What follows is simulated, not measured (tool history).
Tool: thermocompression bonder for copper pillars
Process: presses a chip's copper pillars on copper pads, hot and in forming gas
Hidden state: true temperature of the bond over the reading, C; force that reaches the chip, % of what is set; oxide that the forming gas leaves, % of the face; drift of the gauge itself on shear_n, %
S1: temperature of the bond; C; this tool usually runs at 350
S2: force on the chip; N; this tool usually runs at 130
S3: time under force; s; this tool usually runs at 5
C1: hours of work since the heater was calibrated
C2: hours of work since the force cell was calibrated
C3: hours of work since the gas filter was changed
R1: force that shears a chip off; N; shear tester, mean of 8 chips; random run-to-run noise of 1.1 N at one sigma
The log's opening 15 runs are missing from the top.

At day 19.546: forming gas filter changed.
Run 16, day 20.667: usual settings but S1 357 C; C1 1028; C2 825; C3 17. Result: R1 89.7 N.
Run 17, day 21.683: usual settings; C1 1043; C2 840; C3 32. Result: R1 88.4 N.
Run 18, day 23.046: usual settings; C1 1063; C2 860; C3 52. Result: R1 89.0 N.
Run 19, day 24.946: usual settings but S3 3 s; C1 1092; C2 889; C3 81. Result: R1 73.5 N.
Run 20, day 25.796: usual settings but S3 3 s; C1 1104; C2 901; C3 93. Result: R1 71.7 N.
Run 21, day 27.083: usual settings but S1 369 C, S2 140 N; C1 1123; C2 920; C3 113. Result: R1 95.7 N.
Run 22, day 28.142: usual settings but S3 14 s; C1 1139; C2 936; C3 128. Result: R1 106.2 N.
Run 23, day 29.233: usual settings but S3 14 s; C1 1156; C2 953; C3 145. Result: R1 104.6 N.
Run 24, day 31.138: usual settings but S3 14 s; C1 1184; C2 981; C3 173. Result: R1 106.6 N.
At day 31.454: forming gas filter changed.
Run 25, day 32.854: usual settings but S1 339 C, S2 180 N; C1 1209; C2 1006; C3 21. Result: R1 102.9 N.
Run 26, day 34.038: usual settings but S1 357 C, S3 10 s; C1 1227; C2 1024; C3 39. Result: R1 104.9 N.
Run 27, day 35.908: usual settings but S2 110 N, S3 3 s; C1 1255; C2 1052; C3 67. Result: R1 62.4 N.
Run 28, day 37.083: usual settings but S3 12 s; C1 1273; C2 1070; C3 84. Result: R1 105.3 N.
Run 29, day 38.133: usual settings but S2 92 N, S3 9 s; C1 1288; C2 1085; C3 100. Result: R1 76.6 N.
Run 30, day 39.829: usual settings but S2 92 N, S3 9 s; C1 1314; C2 1111; C3 125. Result: R1 75.8 N.
Run 31, day 40.871: usual settings but S1 373 C, S3 12 s; C1 1329; C2 1126; C3 141. Result: R1 108.0 N.
Run 32, day 42.125: usual settings but S1 376 C, S2 89 N, S3 6 s; C1 1348; C2 1145; C3 160. Result: R1 74.8 N.
At day 43.225: forming gas filter changed.
Run 33, day 43.633: usual settings but S1 376 C, S2 89 N, S3 6 s; C1 1370; C2 1167; C3 6. Result: R1 81.1 N.
Run 34, day 45.250: usual settings but S1 376 C, S2 89 N, S3 8 s; C1 1395; C2 1192; C3 30. Result: R1 86.1 N.
Run 35, day 47.162: usual settings but S1 376 C, S2 89 N, S3 8 s; C1 1423; C2 1220; C3 59. Result: R1 86.7 N.
Run 36, day 48.992: usual settings but S2 181 N, S3 3 s; C1 1451; C2 1247; C3 86. Result: R1 89.2 N.
Run 37, day 50.558: usual settings but S2 181 N, S3 3 s; C1 1474; C2 1271; C3 110. Result: R1 87.7 N.
Run 38, day 52.400: usual settings but S2 181 N, S3 3 s; C1 1502; C2 1298; C3 137. Result: R1 86.8 N.
Run 39, day 53.446: usual settings but S1 357 C, S3 11 s; C1 1517; C2 1314; C3 153. Result: R1 99.8 N.
At day 54.983: forming gas filter changed.
Run 40, day 55.533: usual settings but S1 357 C, S3 11 s; C1 1548; C2 1345; C3 8. Result: R1 108.8 N.

3 options for the next run, each taken on its own from the tool as it stands now. Forecast them:
Run A, day 56.554: usual settings but S2 152 N; C1 1563; C2 1360; C3 23. Result: R1 ?.
Run B, day 56.554: usual settings but S2 191 N, S3 10 s; C1 1563; C2 1360; C3 23. Result: R1 ?.
Run C, day 56.554: usual settings but S1 331 C, S2 158 N, S3 8 s; C1 1563; C2 1360; C3 23. Result: R1 ?.

run     R1
  A   93.1
  B  120.0
  C   99.8
Take away the tool's hidden state, keep each run's random variation, and the runs would have read:
run     R1
  A   99.9
  B  125.1
  C  106.8

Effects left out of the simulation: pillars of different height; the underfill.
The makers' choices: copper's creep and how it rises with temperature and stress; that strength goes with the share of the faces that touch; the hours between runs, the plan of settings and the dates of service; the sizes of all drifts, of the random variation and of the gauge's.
